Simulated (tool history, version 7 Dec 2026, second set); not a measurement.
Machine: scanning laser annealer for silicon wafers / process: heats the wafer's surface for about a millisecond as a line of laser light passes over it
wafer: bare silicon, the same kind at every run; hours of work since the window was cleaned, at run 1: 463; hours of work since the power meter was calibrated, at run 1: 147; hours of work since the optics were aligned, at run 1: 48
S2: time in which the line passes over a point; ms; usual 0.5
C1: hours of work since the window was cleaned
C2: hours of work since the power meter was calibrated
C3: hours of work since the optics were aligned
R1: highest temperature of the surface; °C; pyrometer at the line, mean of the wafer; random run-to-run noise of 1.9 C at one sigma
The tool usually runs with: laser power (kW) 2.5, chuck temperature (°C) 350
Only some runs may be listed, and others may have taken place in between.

Run 1, day 0: usual settings; C1 463; C2 147; C3 48. Result: R1 1132 °C.
Run 2, day 0.571: usual settings; C1 468; C2 152; C3 53. Result: R1 1128 °C.
Run 3, day 1.238: usual settings; C1 475; C2 159; C3 60. Result: R1 1130 °C.
Run 4, day 1.554: usual settings but chuck temperature (°C) 389; C1 478; C2 162; C3 63. Result: R1 1167 °C.
Run 5, day 2.046: usual settings but laser power (kW) 2.518; C1 483; C2 167; C3 68. Result: R1 1138 °C.
Run 6, day 2.521: usual settings but laser power (kW) 2.518; C1 487; C2 172; C3 73. Result: R1 1135 °C.
Run 7, day 3.15: usual settings but laser power (kW) 2.518, S2 0.361 ms; C1 494; C2 178; C3 79. Result: R1 1000 °C.
Run 8, day 3.483: usual settings but laser power (kW) 2.682, S2 0.361 ms; C1 497; C2 181; C3 82. Result: R1 1054 °C.
Run 9, day 4.104: usual settings but laser power (kW) 2.682, S2 0.361 ms; C1 503; C2 187; C3 88. Result: R1 1049 °C.
Run 10, day 4.729: usual settings but laser power (kW) 2.682, S2 0.361 ms; C1 509; C2 193; C3 95. Result: R1 1054 °C.
Run 11, day 5.325: usual settings but laser power (kW) 2.682, S2 0.361 ms; C1 515; C2 199; C3 100. Result: R1 1055 °C.
Run 12, day 5.746: usual settings but laser power (kW) 2.682, S2 0.361 ms; C1 519; C2 203; C3 105. Result: R1 1055 °C.
Run 13, day 6.067: usual settings; C1 523; C2 207; C3 108. Result: R1 1129 °C.
Run 14, day 6.396: usual settings; C1 526; C2 210; C3 111. Result: R1 1128 °C.
Run 15, day 7.062: usual settings; C1 532; C2 216; C3 118. Result: R1 1122 °C.
Run 16, day 7.525: usual settings; C1 537; C2 221; C3 122. Result: R1 1126 °C.
Run 17, day 7.925: usual settings; C1 541; C2 225; C3 126. Result: R1 1127 °C.
Run 18, day 8.304: usual settings; C1 545; C2 229; C3 130. Result: R1 1123 °C.
Run 19, day 8.954: usual settings; C1 551; C2 235; C3 136. Result: R1 1125 °C.
Run 20, day 9.425: usual settings; C1 556; C2 240; C3 141. Result: R1 1126 °C.
Run 21, day 10.029: usual settings but S2 0.499 ms, chuck temperature (°C) 338; C1 562; C2 246; C3 147. Result: R1 1114 °C.
Run 22, day 10.642: usual settings but S2 0.499 ms, chuck temperature (°C) 338; C1 568; C2 252; C3 153. Result: R1 1115 °C.
Run 23, day 11.325: usual settings but S2 0.499 ms, chuck temperature (°C) 338; C1 575; C2 259; C3 160. Result: R1 1112 °C.
Run 24, day 11.771: usual settings but S2 0.499 ms, chuck temperature (°C) 338; C1 579; C2 263; C3 164. Result: R1 1109 °C.
Run 25, day 12.146: usual settings but S2 0.425 ms, chuck temperature (°C) 348; C1 583; C2 267; C3 168. Result: R1 1054 °C.
Run 26, day 12.704: usual settings but laser power (kW) 2.171, S2 0.427 ms, chuck temperature (°C) 321; C1 588; C2 272; C3 173. Result: R1 919 °C.
Run 27, day 13.058: usual settings but laser power (kW) 2.171, S2 0.427 ms, chuck temperature (°C) 321; C1 592; C2 276; C3 177. Result: R1 918 °C.
Run 28, day 13.654: usual settings but laser power (kW) 2.171, S2 0.427 ms, chuck temperature (°C) 321; C1 598; C2 282; C3 183. Result: R1 916 °C.
Run 29, day 14.204: usual settings but laser power (kW) 2.385, S2 0.392 ms, chuck temperature (°C) 389; C1 603; C2 287; C3 188. Result: R1 1026 °C.
Run 30, day 14.888: usual settings but laser power (kW) 2.217, S2 0.356 ms, chuck temperature (°C) 323; C1 610; C2 294; C3 195. Result: R1 872 °C.
Run 31, day 15.55: usual settings but laser power (kW) 2.645, S2 0.52 ms, chuck temperature (°C) 351; C1 616; C2 300; C3 202. Result: R1 1196 °C.
Run 32, day 15.875: usual settings but laser power (kW) 2.734, S2 0.503 ms, chuck temperature (°C) 347; C1 620; C2 304; C3 205. Result: R1 1210 °C.
Run 33, day 16.238: usual settings but laser power (kW) 2.734, S2 0.503 ms, chuck temperature (°C) 347; C1 623; C2 307; C3 208. Result: R1 1207 °C.
Run 34, day 16.704: usual settings but laser power (kW) 2.734, S2 0.503 ms, chuck temperature (°C) 347; C1 628; C2 312; C3 213. Result: R1 1205 °C.
Run 35, day 17.038: usual settings but laser power (kW) 2.734, S2 0.503 ms, chuck temperature (°C) 339; C1 631; C2 315; C3 216. Result: R1 1196 °C.
Run 36, day 17.508: usual settings but laser power (kW) 2.31, S2 0.422 ms, chuck temperature (°C) 324; C1 636; C2 320; C3 221. Result: R1 961 °C.
Run 37, day 18.146: usual settings but laser power (kW) 2.31, S2 0.422 ms, chuck temperature (°C) 324; C1 642; C2 326; C3 227. Result: R1 958 °C.
Run 38, day 18.717: usual settings but laser power (kW) 2.317, S2 0.523 ms, chuck temperature (°C) 324; C1 648; C2 332; C3 233. Result: R1 1046 °C.
Run 39, day 19.142: usual settings but laser power (kW) 2.15, S2 0.355 ms, chuck temperature (°C) 378; C1 652; C2 336; C3 237. Result: R1 905 °C.

Here are 5 independent what-if runs from the current tool condition. What would each one return?
Run A, day 19.675: usual settings but laser power (kW) 2.237; C1 657; C2 341; C3 242. Result: R1 ?.
Run B, day 19.675: usual settings but laser power (kW) 2.149, chuck temperature (°C) 348; C1 657; C2 341; C3 242. Result: R1 ?.
Run C, day 19.675: usual settings but laser power (kW) 2.365, chuck temperature (°C) 385; C1 657; C2 341; C3 242. Result: R1 ?.
Run D, day 19.675: usual settings but laser power (kW) 2.242, S2 0.521 ms; C1 657; C2 341; C3 242. Result: R1 ?.
Run E, day 19.675: usual settings but laser power (kW) 2.598; C1 657; C2 341; C3 242. Result: R1 ?.

run    R1
  A  1020
  B   991
  C  1104
  D  1040
  E  1158
With no hidden state in the tool, these same runs would have given:
run    R1
  A  1055
  B  1024
  C  1142
  D  1075
  E  1200
